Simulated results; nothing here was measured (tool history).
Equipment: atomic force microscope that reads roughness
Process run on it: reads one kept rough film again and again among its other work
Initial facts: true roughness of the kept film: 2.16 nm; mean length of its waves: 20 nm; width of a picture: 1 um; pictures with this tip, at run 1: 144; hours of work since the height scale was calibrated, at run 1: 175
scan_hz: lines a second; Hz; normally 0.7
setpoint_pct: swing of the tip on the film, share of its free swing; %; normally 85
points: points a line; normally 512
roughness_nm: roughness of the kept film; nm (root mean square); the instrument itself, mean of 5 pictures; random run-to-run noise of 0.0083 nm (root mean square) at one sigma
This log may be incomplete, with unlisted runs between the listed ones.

| run | hour | scan_hz | setpoint_pct | points | pictures with this tip | hours of work since the height scale was calibrated | roughness_nm |
|---|---|---|---|---|---|---|---|
| 1 | 0 | 0.7 | 85 | 512 | 144 | 175 | 1.67 |
| 2 | 6.2 | 0.7 | 85 | 512 | 151 | 180 | 1.641 |
| 3 | 17.8 | 0.7 | 85 | 512 | 165 | 188 | 1.632 |
| 4 | 24.6 | 0.7 | 85 | 512 | 173 | 193 | 1.617 |
| 5 | 34.9 | 0.7 | 85 | 512 | 185 | 201 | 1.616 |
| 6 | 45 | 0.7 | 85 | 512 | 197 | 208 | 1.6 |
| 7 | 54.8 | 0.7 | 85 | 512 | 209 | 216 | 1.583 |
| 8 | 65.2 | 0.7 | 85 | 512 | 221 | 223 | 1.565 |
| 9 | 70.6 | 0.7 | 85 | 512 | 228 | 227 | 1.561 |
| 10 | 80.7 | 0.7 | 85 | 512 | 240 | 235 | 1.549 |
|  | 84.8 | new tip fitted |
| 11 | 90.5 | 0.7 | 85 | 498 | 7 | 241 | 1.819 |
| 12 | 96.4 | 0.7 | 85 | 263 | 14 | 246 | 1.745 |
| 13 | 105.1 | 0.7 | 85 | 263 | 24 | 252 | 1.731 |
| 14 | 111.8 | 1.188 | 85 | 512 | 32 | 257 | 1.704 |
| 15 | 122.7 | 1.188 | 85 | 512 | 45 | 265 | 1.68 |
| 16 | 132.8 | 1.188 | 85 | 512 | 57 | 272 | 1.665 |
| 17 | 142.4 | 1.188 | 85 | 512 | 69 | 279 | 1.652 |
| 18 | 155.6 | 1.262 | 60 | 952 | 84 | 289 | 1.767 |
| 19 | 164.9 | 2.681 | 65 | 349 | 95 | 296 | 1.633 |
| 20 | 175.2 | 0.7 | 77 | 331 | 108 | 304 | 1.685 |
| 21 | 182.2 | 2.51 | 76 | 331 | 116 | 309 | 1.53 |
| 22 | 195.6 | 2.51 | 76 | 331 | 132 | 318 | 1.514 |
| 23 | 205.4 | 2.51 | 76 | 331 | 143 | 326 | 1.497 |
| 24 | 217.3 | 2.51 | 69 | 345 | 158 | 334 | 1.543 |
| 25 | 226.2 | 1.148 | 84 | 512 | 168 | 341 | 1.562 |

5 ways to go on from here, each from the tool as it stands after run 25. What would each give?
| A | 232.9 | 2.915 | 85 | 759 | 176 | 346 | ? |
| B | 232.9 | 1.148 | 84 | 925 | 176 | 346 | ? |
| C | 232.9 | 0.7 | 56 | 512 | 176 | 346 | ? |
| D | 232.9 | 0.7 | 85 | 713 | 176 | 346 | ? |
| E | 232.9 | 0.543 | 63 | 512 | 176 | 346 | ? |

| run | roughness_nm |
|---|---|
| A | 1.362 |
| B | 1.57 |
| C | 1.681 |
| D | 1.621 |
| E | 1.689 |
Without the tool's hidden state the same runs would have given:
| run | roughness_nm |
|---|---|
| A | 1.547 |
| B | 1.783 |
| C | 1.908 |
| D | 1.841 |
| E | 1.916 |

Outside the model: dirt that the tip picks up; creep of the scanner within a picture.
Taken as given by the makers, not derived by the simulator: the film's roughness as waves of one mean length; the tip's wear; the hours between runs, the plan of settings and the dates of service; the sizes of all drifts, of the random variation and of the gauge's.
